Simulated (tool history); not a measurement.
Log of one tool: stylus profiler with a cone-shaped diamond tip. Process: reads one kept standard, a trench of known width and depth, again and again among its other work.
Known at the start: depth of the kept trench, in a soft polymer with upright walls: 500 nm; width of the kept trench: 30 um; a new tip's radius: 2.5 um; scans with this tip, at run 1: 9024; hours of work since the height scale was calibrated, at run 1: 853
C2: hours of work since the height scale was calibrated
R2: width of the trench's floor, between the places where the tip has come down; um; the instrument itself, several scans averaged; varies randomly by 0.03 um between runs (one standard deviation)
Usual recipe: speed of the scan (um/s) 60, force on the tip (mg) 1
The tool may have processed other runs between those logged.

Run 1, hour 0: usual settings; scans with this tip 9024; C2 853. Result: depth of the trench (Å) 5044.1, R2 26.03 um.
Run 2, hour 41.7: usual settings; scans with this tip 9215; C2 871. Result: depth of the trench (Å) 5044.1, R2 26.06 um.
Run 3, hour 84: usual settings; scans with this tip 9409; C2 890. Result: depth of the trench (Å) 5043.7, R2 26.01 um.
Run 4, hour 143.8: usual settings; scans with this tip 9683; C2 916. Result: depth of the trench (Å) 5044.8, R2 26.03 um.
Run 5, hour 188.7: usual settings but speed of the scan (um/s) 110; scans with this tip 9889; C2 935. Result: depth of the trench (Å) 5044.8, R2 25.68 um.
Run 6, hour 216.5: usual settings but speed of the scan (um/s) 110; scans with this tip 10016; C2 947. Result: depth of the trench (Å) 5042.4, R2 25.64 um.
Run 7, hour 256.8: usual settings but speed of the scan (um/s) 110; scans with this tip 10201; C2 965. Result: depth of the trench (Å) 5043.7, R2 25.61 um.
Run 8, hour 286: usual settings but speed of the scan (um/s) 110; scans with this tip 10335; C2 977. Result: depth of the trench (Å) 5045.1, R2 25.64 um.
Run 9, hour 313: usual settings but speed of the scan (um/s) 141, force on the tip (mg) 1.02; scans with this tip 10459; C2 989. Result: depth of the trench (Å) 5045.5, R2 25.46 um.
Run 10, hour 340.2: usual settings but speed of the scan (um/s) 79, force on the tip (mg) 0.87; scans with this tip 10583; C2 1001. Result: depth of the trench (Å) 5041.4, R2 25.82 um.

Run 11 has not been measured yet. What should we expect?
Run 11, hour 394.7: usual settings but speed of the scan (um/s) 86, force on the tip (mg) 1.07; scans with this tip 10833; C2 1024. Result: depth of the trench (Å) ?, R2 ?.

depth of the trench (Å): 5045.8
R2: 25.8 um
Take away the tool's hidden state, keep the run-to-run variation as it was, and the same run would have given depth of the trench (Å) 5039.4, R2 26.48 um.
